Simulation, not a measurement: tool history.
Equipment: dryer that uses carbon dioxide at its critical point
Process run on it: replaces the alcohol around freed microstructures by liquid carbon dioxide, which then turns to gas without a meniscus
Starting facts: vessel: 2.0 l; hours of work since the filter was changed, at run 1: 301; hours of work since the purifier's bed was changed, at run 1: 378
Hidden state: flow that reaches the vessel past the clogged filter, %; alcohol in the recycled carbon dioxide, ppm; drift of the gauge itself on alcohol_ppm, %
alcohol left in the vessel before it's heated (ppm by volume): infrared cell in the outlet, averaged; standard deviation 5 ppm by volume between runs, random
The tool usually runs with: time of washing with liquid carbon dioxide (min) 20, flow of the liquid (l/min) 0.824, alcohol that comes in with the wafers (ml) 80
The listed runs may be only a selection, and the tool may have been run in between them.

run	hour	time of washing with liquid carbon dioxide (min)	flow of the liquid (l/min)	alcohol that comes in with the wafers (ml)	hours of work since the filter was changed	hours of work since the purifier's bed was changed	alcohol left in the vessel before it's heated (ppm by volume)
1	0.0	20	0.824	80	301	378	122
2	15.6	20	0.824	80	308	385	127
3	27.7	20	0.824	80	313	390	126
4	36.5	20	0.824	80	317	394	131
5	46.6	20	0.824	87	321	398	131
6	59.1	20	0.845	87	327	403	123
7	70.3	20	0.845	87	332	408	133
8	87.9	20	0.845	71	339	416	124
9	99.9	20	0.845	71	344	421	131
10	114.1	20	0.845	71	351	427	132
11	123.0	20	0.845	71	354	431	134
12	139.4	20	0.695	118	361	438	314
13	160.1	26	0.942	39	370	447	99
14	180.5	26	0.942	39	379	456	102
15	200.0	20	0.793	59	388	464	142
16	208.9	20	0.793	75	391	468	169
17	225.6	20	0.921	45	399	475	114
# hour 236.0: inlet filter changed
18	242.3	18	0.528	102	3	482	923
19	262.1	18	0.528	102	11	491	965
20	277.3	13	0.898	37	18	497	205

Consider 5 possible next runs. They are alternatives, not a sequence: every one starts from the tool as it was left by run 20. What does each give?
A	297.9	27	0.629	32	27	506	?
B	297.9	13	0.512	37	27	506	?
C	297.9	24	0.824	80	27	506	?
D	297.9	22	0.824	80	27	506	?
E	297.9	22	0.496	80	27	506	?

run	alcohol left in the vessel before it's heated (ppm by volume)
A	124
B	1159
C	120
D	113
E	473
Stripped of hidden state, with their random variation kept, the same runs would have yielded:
run	alcohol left in the vessel before it's heated (ppm by volume)
A	17
B	1011
C	11
D	7
E	346
